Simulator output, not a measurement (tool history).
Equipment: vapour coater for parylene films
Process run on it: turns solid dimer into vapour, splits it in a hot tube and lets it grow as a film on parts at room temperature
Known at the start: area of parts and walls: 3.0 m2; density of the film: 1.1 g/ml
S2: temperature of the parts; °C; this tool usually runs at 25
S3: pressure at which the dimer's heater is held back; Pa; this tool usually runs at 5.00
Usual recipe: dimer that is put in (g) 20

{"run": 1, "hour": 0.0, "dimer that is put in (g)": 20, "S2": 25, "S3": 5.0, "thickness of the film (nm)": 3310}
{"run": 2, "hour": 24.9, "dimer that is put in (g)": 20, "S2": 25, "S3": 5.0, "thickness of the film (nm)": 3220}
{"run": 3, "hour": 50.9, "dimer that is put in (g)": 20, "S2": 27, "S3": 5.0, "thickness of the film (nm)": 2970}
{"hour": 57.5, "done": "trap's valve overhauled"}
{"run": 4, "hour": 80.7, "dimer that is put in (g)": 20, "S2": 27, "S3": 5.0, "thickness of the film (nm)": 2780}
{"run": 5, "hour": 98.1, "dimer that is put in (g)": 20, "S2": 27, "S3": 5.0, "thickness of the film (nm)": 2730}
{"run": 6, "hour": 125.2, "dimer that is put in (g)": 20, "S2": 27, "S3": 5.0, "thickness of the film (nm)": 2710}
{"run": 7, "hour": 143.9, "dimer that is put in (g)": 20, "S2": 27, "S3": 5.0, "thickness of the film (nm)": 2700}
{"run": 8, "hour": 168.2, "dimer that is put in (g)": 20, "S2": 18, "S3": 5.0, "thickness of the film (nm)": 3720}
{"hour": 177.9, "done": "trap's valve overhauled, once more"}
{"run": 9, "hour": 200.2, "dimer that is put in (g)": 20, "S2": 18, "S3": 5.0, "thickness of the film (nm)": 4770}
{"run": 10, "hour": 233.9, "dimer that is put in (g)": 20, "S2": 25, "S3": 5.0, "thickness of the film (nm)": 3600}
{"run": 11, "hour": 262.2, "dimer that is put in (g)": 20, "S2": 25, "S3": 5.0, "thickness of the film (nm)": 3540}
{"run": 12, "hour": 299.7, "dimer that is put in (g)": 20, "S2": 25, "S3": 5.0, "thickness of the film (nm)": 3470}
{"run": 13, "hour": 325.4, "dimer that is put in (g)": 8, "S2": 25, "S3": 2.19, "thickness of the film (nm)": 1590}
{"run": 14, "hour": 363.3, "dimer that is put in (g)": 9, "S2": 33, "S3": 7.45, "thickness of the film (nm)": 1050}
{"run": 15, "hour": 381.8, "dimer that is put in (g)": 9, "S2": 33, "S3": 7.45, "thickness of the film (nm)": 1040}
{"run": 16, "hour": 411.8, "dimer that is put in (g)": 13, "S2": 20, "S3": 7.26, "thickness of the film (nm)": 2430}
{"run": 17, "hour": 440.6, "dimer that is put in (g)": 20, "S2": 35, "S3": 5.0, "thickness of the film (nm)": 2260}
{"hour": 467.3, "done": "trap's valve overhauled"}
{"run": 18, "hour": 482.1, "dimer that is put in (g)": 12, "S2": 21, "S3": 4.27, "thickness of the film (nm)": 2630}
{"run": 19, "hour": 508.7, "dimer that is put in (g)": 12, "S2": 21, "S3": 4.27, "thickness of the film (nm)": 2590}
{"run": 20, "hour": 528.0, "dimer that is put in (g)": 12, "S2": 21, "S3": 4.27, "thickness of the film (nm)": 2560}

Run 21 has not been measured yet. What should we expect?
{"run": 21, "hour": 548.5, "dimer that is put in (g)": 34, "S2": 21, "S3": 4.27, "thickness of the film (nm)": "?"}

Run 21 came out at thickness of the film (nm) 7170.
The same run, on a tool lacking any hidden state, would have yielded thickness of the film (nm) 7400.
